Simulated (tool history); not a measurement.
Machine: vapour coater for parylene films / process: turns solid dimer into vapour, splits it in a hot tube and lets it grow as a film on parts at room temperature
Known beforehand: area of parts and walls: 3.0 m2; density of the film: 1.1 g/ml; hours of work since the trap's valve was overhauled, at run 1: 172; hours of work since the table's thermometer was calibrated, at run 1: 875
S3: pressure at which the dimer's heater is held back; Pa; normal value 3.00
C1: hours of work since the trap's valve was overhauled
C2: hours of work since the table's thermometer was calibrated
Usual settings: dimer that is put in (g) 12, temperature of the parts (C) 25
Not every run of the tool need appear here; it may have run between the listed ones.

Run 1, hour 0.0: usual settings; C1 172; C2 875. Result: thickness of the film (um) 2.34.
Run 2, hour 42.9: usual settings; C1 195; C2 899. Result: thickness of the film (um) 2.31.
At hour 114.4: trap's valve overhauled.
Run 3, hour 115.6: usual settings but S3 3.96 Pa; C1 1; C2 937. Result: thickness of the film (um) 2.43.
Run 4, hour 166.8: usual settings but S3 3.65 Pa; C1 29; C2 965. Result: thickness of the film (um) 2.40.
Run 5, hour 212.7: usual settings but S3 3.65 Pa; C1 54; C2 990. Result: thickness of the film (um) 2.39.
Run 6, hour 262.2: usual settings but S3 3.65 Pa; C1 81; C2 1017. Result: thickness of the film (um) 2.38.
Run 7, hour 318.7: usual settings but dimer that is put in (g) 21; C1 112; C2 1048. Result: thickness of the film (um) 4.20.
Run 8, hour 383.5: usual settings but dimer that is put in (g) 21; C1 148; C2 1084. Result: thickness of the film (um) 4.18.
Run 9, hour 437.5: usual settings but dimer that is put in (g) 21; C1 178; C2 1114. Result: thickness of the film (um) 4.12.
Run 10, hour 495.6: usual settings but dimer that is put in (g) 21; C1 209; C2 1146. Result: thickness of the film (um) 4.05.
At hour 543.4: trap's valve overhauled.
Run 11, hour 556.2: usual settings but dimer that is put in (g) 21; C1 7; C2 1177. Result: thickness of the film (um) 4.34.
Run 12, hour 603.9: usual settings but dimer that is put in (g) 21; C1 33; C2 1203. Result: thickness of the film (um) 4.31.
Run 13, hour 661.8: usual settings; C1 65; C2 1235. Result: thickness of the film (um) 2.45.
Run 14, hour 728.7: usual settings; C1 102; C2 1271. Result: thickness of the film (um) 2.40.
Run 15, hour 794.5: usual settings but dimer that is put in (g) 21; C1 138; C2 1307. Result: thickness of the film (um) 4.17.
Run 16, hour 844.4: usual settings; C1 165; C2 1335. Result: thickness of the film (um) 2.36.
Run 17, hour 908.8: usual settings but dimer that is put in (g) 19, temperature of the parts (C) 34, S3 4.25 Pa; C1 201; C2 1370. Result: thickness of the film (um) 2.98.
Run 18, hour 948.3: usual settings but temperature of the parts (C) 20, S3 2.12 Pa; C1 222; C2 1392. Result: thickness of the film (um) 2.60.
At hour 972.3: trap's valve overhauled.
Run 19, hour 995.4: usual settings but temperature of the parts (C) 22, S3 2.12 Pa; C1 13; C2 1416. Result: thickness of the film (um) 2.71.
Run 20, hour 1063.7: usual settings but dimer that is put in (g) 8; C1 50; C2 1453. Result: thickness of the film (um) 1.64.
Run 21, hour 1126.9: usual settings but dimer that is put in (g) 6, S3 2.28 Pa; C1 85; C2 1488. Result: thickness of the film (um) 1.27.
Run 22, hour 1161.7: usual settings but dimer that is put in (g) 6, S3 2.28 Pa; C1 104; C2 1507. Result: thickness of the film (um) 1.26.
Run 23, hour 1203.9: usual settings but dimer that is put in (g) 9, temperature of the parts (C) 23, S3 9.91 Pa; C1 127; C2 1530. Result: thickness of the film (um) 1.71.
Run 24, hour 1246.3: usual settings but dimer that is put in (g) 13, temperature of the parts (C) 18; C1 150; C2 1553. Result: thickness of the film (um) 2.96.
Run 25, hour 1302.6: usual settings but dimer that is put in (g) 13, temperature of the parts (C) 18; C1 181; C2 1584. Result: thickness of the film (um) 2.93.
Run 26, hour 1354.5: usual settings but S3 2.28 Pa; C1 210; C2 1613. Result: thickness of the film (um) 2.41.
At hour 1400.4: trap's valve overhauled.
Run 27, hour 1401.6: usual settings but dimer that is put in (g) 8, temperature of the parts (C) 19, S3 6.02 Pa; C1 1; C2 1637. Result: thickness of the film (um) 1.76.
Run 28, hour 1464.1: usual settings but temperature of the parts (C) 19, S3 8.10 Pa; C1 35; C2 1671. Result: thickness of the film (um) 2.51.
Run 29, hour 1496.6: usual settings but temperature of the parts (C) 23, S3 3.39 Pa; C1 53; C2 1689. Result: thickness of the film (um) 2.49.
Run 30, hour 1547.0: usual settings but temperature of the parts (C) 23, S3 3.39 Pa; C1 81; C2 1716. Result: thickness of the film (um) 2.50.
Run 31, hour 1606.6: usual settings but dimer that is put in (g) 10, temperature of the parts (C) 37, S3 3.39 Pa; C1 113; C2 1749. Result: thickness of the film (um) 1.57.
Run 32, hour 1645.6: usual settings but dimer that is put in (g) 10, temperature of the parts (C) 26, S3 2.06 Pa; C1 135; C2 1771. Result: thickness of the film (um) 2.03.

Forecast each of these 3 alternatives for the next run:
Run A, hour 1691.1: usual settings but dimer that is put in (g) 10, temperature of the parts (C) 21, S3 2.06 Pa; C1 160; C2 1796. Result: thickness of the film (um) ?.
Run B, hour 1691.1: usual settings but dimer that is put in (g) 10, temperature of the parts (C) 21; C1 160; C2 1796. Result: thickness of the film (um) ?.
Run C, hour 1691.1: usual settings but temperature of the parts (C) 30; C1 160; C2 1796. Result: thickness of the film (um) ?.

run  thickness of the film (um)
  A                        2.17
  B                        2.12
  C                        2.13
Without the tool's unlogged condition, the same runs would have read:
run  thickness of the film (um)
  A                        2.28
  B                        2.22
  C                        2.23

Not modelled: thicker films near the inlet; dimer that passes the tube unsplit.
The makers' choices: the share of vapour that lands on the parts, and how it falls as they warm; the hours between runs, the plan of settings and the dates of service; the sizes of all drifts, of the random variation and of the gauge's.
